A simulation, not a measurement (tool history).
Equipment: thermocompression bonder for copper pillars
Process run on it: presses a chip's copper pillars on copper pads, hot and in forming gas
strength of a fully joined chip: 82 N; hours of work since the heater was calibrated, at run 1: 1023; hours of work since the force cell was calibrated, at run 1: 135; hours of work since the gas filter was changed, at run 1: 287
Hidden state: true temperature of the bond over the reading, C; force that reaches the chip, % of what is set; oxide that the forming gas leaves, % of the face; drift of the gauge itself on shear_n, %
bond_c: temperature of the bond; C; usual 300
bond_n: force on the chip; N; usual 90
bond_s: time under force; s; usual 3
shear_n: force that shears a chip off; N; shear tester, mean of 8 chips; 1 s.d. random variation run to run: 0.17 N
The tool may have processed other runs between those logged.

run	hour	bond_c	bond_n	bond_s	hours of work since the heater was calibrated	hours of work since the force cell was calibrated	hours of work since the gas filter was changed	shear_n
1	0.0	300	90	3	1023	135	287	42.2
2	13.7	300	90	3	1029	141	294	42.4
3	31.4	300	90	3	1038	150	302	42.1
4	40.5	300	90	3	1042	154	307	42.5
5	61.4	300	90	3	1052	164	316	42.1
6	73.8	300	90	3	1058	170	322	42.1
7	93.7	288	90	3	1067	179	332	37.7
8	111.9	288	90	3	1076	188	340	38.0
9	132.1	300	89	3	1085	197	350	41.9
10	150.4	300	90	3	1094	206	359	42.4
11	169.8	300	90	3	1103	215	368	41.8
12	189.4	300	90	3	1112	224	377	41.9
13	203.2	300	90	3	1119	231	383	42.2
14	221.2	300	90	3	1127	239	392	42.1
15	234.2	300	90	3	1134	245	398	41.9
16	252.3	301	90	3	1142	254	407	42.2
17	270.2	300	90	6	1151	262	415	51.9
18	280.2	300	90	6	1155	267	420	51.4
19	297.5	300	90	6	1163	275	428	51.5
20	314.4	300	90	6	1171	283	436	51.5
21	335.9	300	90	6	1182	294	446	51.1
22	348.3	300	116	7	1187	299	452	60.0
23	367.3	317	90	5	1196	308	461	54.6
# hour 386.6: heater calibrated with a thermocouple chip
24	388.5	330	90	7	1	317	470	60.1
25	405.0	330	90	7	9	325	478	59.8
# hour 406.8: forming gas filter changed
26	420.5	292	84	2	16	332	6	31.2
27	437.0	292	84	2	24	340	14	31.0
28	454.4	300	73	2	32	348	22	30.3
29	464.9	297	73	2	37	353	27	29.4
30	485.7	273	90	3	47	363	37	30.7
31	506.6	273	90	3	56	373	47	30.4

Run 32 comes next. What will it give?
32	523.3	273	90	3	64	381	55	?

shear_n: 30.6 N
Minus the tool's unlogged condition, the same run would have read shear_n 30.0 N.

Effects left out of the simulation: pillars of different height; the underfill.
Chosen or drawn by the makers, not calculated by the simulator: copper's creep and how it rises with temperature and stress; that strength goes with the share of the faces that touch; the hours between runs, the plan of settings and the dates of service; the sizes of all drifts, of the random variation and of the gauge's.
